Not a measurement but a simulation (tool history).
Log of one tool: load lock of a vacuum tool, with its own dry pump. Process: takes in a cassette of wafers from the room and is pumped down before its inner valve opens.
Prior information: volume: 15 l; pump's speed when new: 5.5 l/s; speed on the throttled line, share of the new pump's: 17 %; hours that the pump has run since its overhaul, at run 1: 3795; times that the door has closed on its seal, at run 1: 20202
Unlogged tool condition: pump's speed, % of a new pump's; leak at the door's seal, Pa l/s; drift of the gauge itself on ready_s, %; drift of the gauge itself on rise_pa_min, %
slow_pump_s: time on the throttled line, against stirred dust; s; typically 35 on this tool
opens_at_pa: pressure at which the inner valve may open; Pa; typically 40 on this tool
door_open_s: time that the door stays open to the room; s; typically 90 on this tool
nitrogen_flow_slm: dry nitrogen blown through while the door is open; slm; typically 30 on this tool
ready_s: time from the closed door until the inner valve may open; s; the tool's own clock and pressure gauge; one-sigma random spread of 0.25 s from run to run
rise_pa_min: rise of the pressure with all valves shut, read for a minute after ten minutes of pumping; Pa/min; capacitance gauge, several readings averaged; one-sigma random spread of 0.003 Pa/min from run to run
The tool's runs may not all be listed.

run	hour	slow_pump_s	opens_at_pa	door_open_s	nitrogen_flow_slm	hours that the pump has run since its overhaul	times that the door has closed on its seal	incoming humidity of the room's air, %	ready_s	rise_pa_min
1	0.0	35	40	90	30	3795	20202	43.6	51.4	0.421
2	84.8	35	40	90	30	3880	20592	47.3	51.6	0.427
3	197.1	35	40	90	30	3992	21109	45.6	51.6	0.446
4	262.2	35	40	90	30	4057	21408	43.6	51.4	0.470
5	363.0	35	40	90	30	4158	21872	45.0	51.2	0.464
6	444.7	35	40	90	30	4240	22248	43.1	51.3	0.483
# hour 509.0: door's seal changed, seat wiped
7	540.4	35	40	90	30	4334	145	44.2	51.6	0.028
8	673.8	35	58	90	30	4467	758	44.3	50.4	0.032
9	749.1	35	46	90	30	4543	1105	43.9	50.8	0.034
10	899.5	19	70	90	5	4693	1797	46.2	36.2	0.073
11	1047.7	19	70	90	5	4841	2479	46.6	36.2	0.088
12	1168.2	21	51	92	22	4962	3033	48.6	38.9	0.059
13	1279.2	21	51	92	22	5073	3544	45.8	39.4	0.065
14	1394.1	21	51	92	13	5188	4072	46.8	39.1	0.083
15	1478.0	21	51	92	13	5272	4458	46.8	39.0	0.076
16	1578.0	33	40	90	8	5371	4918	45.9	49.8	0.091

Consider 3 possible next runs. They are alternatives, not a sequence: every one starts from the tool as it was left by run 16. What does each give?
A	1675.8	35	40	90	11	5469	5368	46.2	?	?
B	1675.8	31	40	90	36	5469	5368	43.2	?	?
C	1675.8	49	67	90	10	5469	5368	44.6	?	?

run	ready_s	rise_pa_min
A	51.6	0.096
B	48.3	0.071
C	61.4	0.092
Without the tool's unlogged condition, the same runs would have read:
run	ready_s	rise_pa_min
A	50.9	0.045
B	47.5	0.020
C	60.9	0.042
